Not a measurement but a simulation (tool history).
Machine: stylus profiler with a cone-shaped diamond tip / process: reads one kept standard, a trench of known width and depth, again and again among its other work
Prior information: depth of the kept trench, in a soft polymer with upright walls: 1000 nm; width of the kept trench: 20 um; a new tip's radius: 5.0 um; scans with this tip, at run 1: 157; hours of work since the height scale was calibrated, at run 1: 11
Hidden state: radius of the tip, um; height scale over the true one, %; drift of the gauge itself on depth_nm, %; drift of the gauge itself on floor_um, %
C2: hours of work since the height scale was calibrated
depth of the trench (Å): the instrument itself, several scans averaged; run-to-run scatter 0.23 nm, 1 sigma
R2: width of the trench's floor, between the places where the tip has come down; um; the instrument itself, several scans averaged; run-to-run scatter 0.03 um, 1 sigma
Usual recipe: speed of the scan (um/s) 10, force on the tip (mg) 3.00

run 1 hour=0.0 | speed_of_the_scan_(um/s)=10 force_on_the_tip_(mg)=3.00 | scans_with_this_tip=157 C2=11 | depth_of_the_trench_(Å)=10144.6 R2=13.94
run 2 hour=74.9 | speed_of_the_scan_(um/s)=10 force_on_the_tip_(mg)=3.00 | scans_with_this_tip=833 C2=60 | depth_of_the_trench_(Å)=10143.7 R2=13.79
run 3 hour=166.0 | speed_of_the_scan_(um/s)=10 force_on_the_tip_(mg)=3.00 | scans_with_this_tip=1655 C2=120 | depth_of_the_trench_(Å)=10139.4 R2=13.45
run 4 hour=242.7 | speed_of_the_scan_(um/s)=10 force_on_the_tip_(mg)=3.00 | scans_with_this_tip=2348 C2=170 | depth_of_the_trench_(Å)=10139.5 R2=13.25
run 5 hour=311.6 | speed_of_the_scan_(um/s)=10 force_on_the_tip_(mg)=3.00 | scans_with_this_tip=2970 C2=215 | depth_of_the_trench_(Å)=10138.9 R2=13.05
run 6 hour=366.4 | speed_of_the_scan_(um/s)=10 force_on_the_tip_(mg)=3.00 | scans_with_this_tip=3464 C2=251 | depth_of_the_trench_(Å)=10127.1 R2=12.89
run 7 hour=417.2 | speed_of_the_scan_(um/s)=10 force_on_the_tip_(mg)=3.00 | scans_with_this_tip=3923 C2=284 | depth_of_the_trench_(Å)=10131.0 R2=12.76
run 8 hour=491.0 | speed_of_the_scan_(um/s)=10 force_on_the_tip_(mg)=3.00 | scans_with_this_tip=4590 C2=333 | depth_of_the_trench_(Å)=10131.4 R2=12.61
run 9 hour=547.1 | speed_of_the_scan_(um/s)=10 force_on_the_tip_(mg)=3.00 | scans_with_this_tip=5096 C2=369 | depth_of_the_trench_(Å)=10128.8 R2=12.44
run 10 hour=630.4 | speed_of_the_scan_(um/s)=3 force_on_the_tip_(mg)=3.00 | scans_with_this_tip=5848 C2=424 | depth_of_the_trench_(Å)=10126.2 R2=12.36
run 11 hour=716.3 | speed_of_the_scan_(um/s)=3 force_on_the_tip_(mg)=3.00 | scans_with_this_tip=6623 C2=480 | depth_of_the_trench_(Å)=10123.9 R2=12.06
run 12 hour=791.5 | speed_of_the_scan_(um/s)=3 force_on_the_tip_(mg)=3.00 | scans_with_this_tip=7303 C2=529 | depth_of_the_trench_(Å)=10118.3 R2=11.93
run 13 hour=866.2 | speed_of_the_scan_(um/s)=6 force_on_the_tip_(mg)=3.00 | scans_with_this_tip=7977 C2=578 | depth_of_the_trench_(Å)=10117.9 R2=11.73
-- hour=872.5 height scale calibrated on a step standard
run 14 hour=946.2 | speed_of_the_scan_(um/s)=9 force_on_the_tip_(mg)=3.89 | scans_with_this_tip=8694 C2=48 | depth_of_the_trench_(Å)=10126.4 R2=11.53
-- hour=997.0 new tip fitted, height scale calibrated
run 15 hour=1022.2 | speed_of_the_scan_(um/s)=8 force_on_the_tip_(mg)=3.00 | scans_with_this_tip=228 C2=17 | depth_of_the_trench_(Å)=10140.5 R2=13.81
run 16 hour=1109.5 | speed_of_the_scan_(um/s)=25 force_on_the_tip_(mg)=1.44 | scans_with_this_tip=1016 C2=74 | depth_of_the_trench_(Å)=10081.6 R2=13.42
run 17 hour=1196.1 | speed_of_the_scan_(um/s)=14 force_on_the_tip_(mg)=1.02 | scans_with_this_tip=1798 C2=130 | depth_of_the_trench_(Å)=10061.3 R2=13.26
run 18 hour=1262.5 | speed_of_the_scan_(um/s)=5 force_on_the_tip_(mg)=2.40 | scans_with_this_tip=2397 C2=174 | depth_of_the_trench_(Å)=10115.0 R2=13.14
run 19 hour=1328.1 | speed_of_the_scan_(um/s)=3 force_on_the_tip_(mg)=4.98 | scans_with_this_tip=2989 C2=217 | depth_of_the_trench_(Å)=10195.4 R2=12.92
run 20 hour=1395.4 | speed_of_the_scan_(um/s)=3 force_on_the_tip_(mg)=4.98 | scans_with_this_tip=3597 C2=261 | depth_of_the_trench_(Å)=10190.2 R2=12.78
-- hour=1458.6 height scale calibrated on a step standard, once more
run 21 hour=1470.9 | speed_of_the_scan_(um/s)=2 force_on_the_tip_(mg)=3.04 | scans_with_this_tip=4274 C2=8 | depth_of_the_trench_(Å)=10143.0 R2=12.65
run 22 hour=1543.7 | speed_of_the_scan_(um/s)=10 force_on_the_tip_(mg)=3.30 | scans_with_this_tip=4931 C2=56 | depth_of_the_trench_(Å)=10153.8 R2=12.40
run 23 hour=1591.6 | speed_of_the_scan_(um/s)=17 force_on_the_tip_(mg)=3.00 | scans_with_this_tip=5364 C2=87 | depth_of_the_trench_(Å)=10138.3 R2=12.31
run 24 hour=1635.4 | speed_of_the_scan_(um/s)=8 force_on_the_tip_(mg)=1.02 | scans_with_this_tip=5760 C2=116 | depth_of_the_trench_(Å)=10061.6 R2=12.16
run 25 hour=1694.1 | speed_of_the_scan_(um/s)=8 force_on_the_tip_(mg)=1.02 | scans_with_this_tip=6289 C2=154 | depth_of_the_trench_(Å)=10059.9 R2=12.06
run 26 hour=1771.0 | speed_of_the_scan_(um/s)=3 force_on_the_tip_(mg)=2.11 | scans_with_this_tip=6983 C2=204 | depth_of_the_trench_(Å)=10102.0 R2=11.91

Consider 3 possible next runs. They are alternatives, not a sequence: every one starts from the tool as it was left by run 26. What does each give?
run A hour=1850.2 | speed_of_the_scan_(um/s)=10 force_on_the_tip_(mg)=2.93 | scans_with_this_tip=7699 C2=256 | depth_of_the_trench_(Å)=? R2=?
run B hour=1850.2 | speed_of_the_scan_(um/s)=10 force_on_the_tip_(mg)=3.20 | scans_with_this_tip=7699 C2=256 | depth_of_the_trench_(Å)=? R2=?
run C hour=1850.2 | speed_of_the_scan_(um/s)=10 force_on_the_tip_(mg)=7.28 | scans_with_this_tip=7699 C2=256 | depth_of_the_trench_(Å)=? R2=?

run=A depth_of_the_trench_(Å)=10129.8 R2=11.72
run=B depth_of_the_trench_(Å)=10137.6 R2=11.70
run=C depth_of_the_trench_(Å)=10244.1 R2=11.69
Stripped of hidden state, with their random variation kept, the same runs would have yielded:
run=A depth_of_the_trench_(Å)=10146.0 R2=13.97
run=B depth_of_the_trench_(Å)=10153.8 R2=13.95
run=C depth_of_the_trench_(Å)=10260.6 R2=13.94
